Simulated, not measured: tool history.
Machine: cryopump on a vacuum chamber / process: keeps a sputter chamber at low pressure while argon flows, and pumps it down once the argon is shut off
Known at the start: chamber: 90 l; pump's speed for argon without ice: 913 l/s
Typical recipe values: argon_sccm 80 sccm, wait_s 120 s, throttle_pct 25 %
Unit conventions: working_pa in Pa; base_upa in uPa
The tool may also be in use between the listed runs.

run     day  argon_sccm  wait_s  throttle_pct  working_pa  base_upa
  1   0.000          80     120            25      0.5961      1.60
  2   1.325          45     120            25      0.3384      1.58
  3   1.979          45     120            25      0.3398      1.62
  4   2.562          80     120            25      0.6016      1.63
  5   3.392          80     120            25      0.6055      1.64
  6   4.092          80     120            25      0.6044      1.71
  7   4.825          80     120            25      0.6026      1.68
  8   6.050          80     120            25      0.6068      1.73
  9   6.767          54     120            25      0.4069      1.67
 10   8.058          54     120            25      0.4081      1.73
 11   9.267         132     120            25      1.0068      1.72
 12  10.088         132     120            25      0.9989      1.79
 13  10.767         132     120            25      1.0020      1.83
 14  11.767         110     120            25      0.8388      1.84
 15  12.454         110     120            28      0.7474      1.85
 16  13.571         110     120            28      0.7461      1.77
 17  14.438          35     120            28      0.2375      1.93
 18  15.317          33      32            18      0.3435      4.00
 19  16.204         139     121            54      0.5096      1.92
 20  16.975         141      41            54      0.5155      3.44
 21  17.617         126     120            43      0.5667      1.93
 22  18.642          71     120            43      0.3225      1.88
 23  19.717          71     101            43      0.3214      2.10
 24  20.517          34      24            16      0.4016      5.13
 25  21.658          33     165            25      0.2510      1.77
 26  22.854          33      46            18      0.3466      3.22
 27  23.400          33      46            18      0.3491      3.20
 28  24.638         100      47            25      0.7610      3.37
 29  25.688          40      85            25      0.3090      2.35
 30  26.942          40      85            25      0.3054      2.37
 31  27.633          56     120            26      0.4153      2.05
 32  28.338          56     120            26      0.4137      2.09
 33  29.192          56     120            26      0.4131      2.12

Predict each of these 5 candidate next runs independently; none follows another, all start after run 33:
  A  30.442          33     253            54           ?         ?
  B  30.442          56     229            26           ?         ?
  C  30.442          64     107            59           ?         ?
  D  30.442          56      35            21           ?         ?
  E  30.442          80     120            20           ?         ?

run  working_pa  base_upa
  A      0.1234      1.68
  B      0.4164      1.73
  C      0.2224      2.19
  D      0.5139      4.10
  E      0.7626      2.11
With no hidden state in the tool, these same runs would have given:
run  working_pa  base_upa
  A      0.1130      0.67
  B      0.3989      0.74
  C      0.2023      1.20
  D      0.4964      3.10
  E      0.7377      1.11

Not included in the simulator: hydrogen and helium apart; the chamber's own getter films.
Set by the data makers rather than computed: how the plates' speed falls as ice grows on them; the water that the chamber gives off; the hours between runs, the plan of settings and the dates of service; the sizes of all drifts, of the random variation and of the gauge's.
